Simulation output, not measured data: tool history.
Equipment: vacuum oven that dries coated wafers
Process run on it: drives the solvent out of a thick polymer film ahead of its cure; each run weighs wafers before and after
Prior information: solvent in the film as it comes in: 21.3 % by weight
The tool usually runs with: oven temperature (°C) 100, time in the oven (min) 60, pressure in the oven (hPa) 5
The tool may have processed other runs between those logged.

run    hour  oven temperature (°C)  time in the oven (min)  pressure in the oven (hPa)  solvent left in the film (%)
  1       0                    100                      60                           5                          1.52
  2      22                    100                      60                           5                          1.53
  3    43.4                    100                      60                           5                          1.54
  4    67.6                    100                      60                        9.28                          1.65
  5    90.8                     96                      60                        9.28                          2.76
  6   112.9                     96                      33                        9.28                          6.08
  7   132.4                     96                      33                        9.28                          6.06
  8   167.6                     96                      33                        9.28                          6.07
  9   206.5                     96                      33                        9.28                          6.17
 10   241.7                     88                      33                        9.28                          9.43
 11   279.7                    100                      60                           5                           1.5
 12   307.8                    100                      60                           5                          1.52
 13   340.9                    111                      60                           5                          0.25
 14   375.3                    100                      60                         9.3                          1.61
 15   392.8                    100                      60                        4.87                          1.53
 16   431.2                    100                      60                        4.87                          1.51
 17   461.1                    100                      60                        4.87                           1.5
 18   501.7                    100                      60                           5                          1.51
 19   524.2                    100                      60                           5                           1.5
 20   564.3                    100                      60                           5                          1.51
 21   602.6                    100                      60                           5                          1.48
 22   635.8                    100                      60                           5                          1.47
 23   674.7                    114                      43                           5                          0.33
 24   691.4                    113                      40                        3.23                          0.44
 25   709.8                    103                      38                       17.16                          2.81
 26   740.8                    103                      59                        10.2                          1.09
 27   776.1                    110                      59                       19.07                          0.63
 28   812.4                    111                      60                       18.79                          0.54
 29   847.1                    113                      34                        18.8                          0.99
 30   882.8                     90                      33                        2.64                          8.36
 31   920.5                     90                      33                        2.64                          8.31
 32   943.6                     95                      85                        2.64                          1.37
 33   966.6                     95                      85                        2.64                          1.39
 34   991.8                     95                      85                        2.64                          1.39
 35  1019.8                     94                      48                        2.58                          4.34
 36  1050.1                     92                      61                        3.13                          3.75
 37  1087.4                     92                      61                        3.13                          3.79
 38  1107.4                     92                      61                        3.13                          3.76
 39  1132.9                    110                     101                           5                           0.2
 40  1152.7                     90                      57                       10.74                          5.23
 41  1185.6                     90                      57                       10.74                          5.27

What if the next run were any one of these 4? Each begins from the tool's condition after run 41:
  A  1213.6                     96                      87                        4.64                             ?
  B  1213.6                     89                      62                        9.94                             ?
  C  1213.6                    102                      73                           5                             ?
  D  1213.6                    100                     105                        7.36                             ?

run  solvent left in the film (%)
  A                          1.15
  B                           5.1
  C                          0.67
  D                          0.51
With no hidden state in the tool, these same runs would have given:
run  solvent left in the film (%)
  A                          1.09
  B                          5.14
  C                          0.61
  D                          0.41
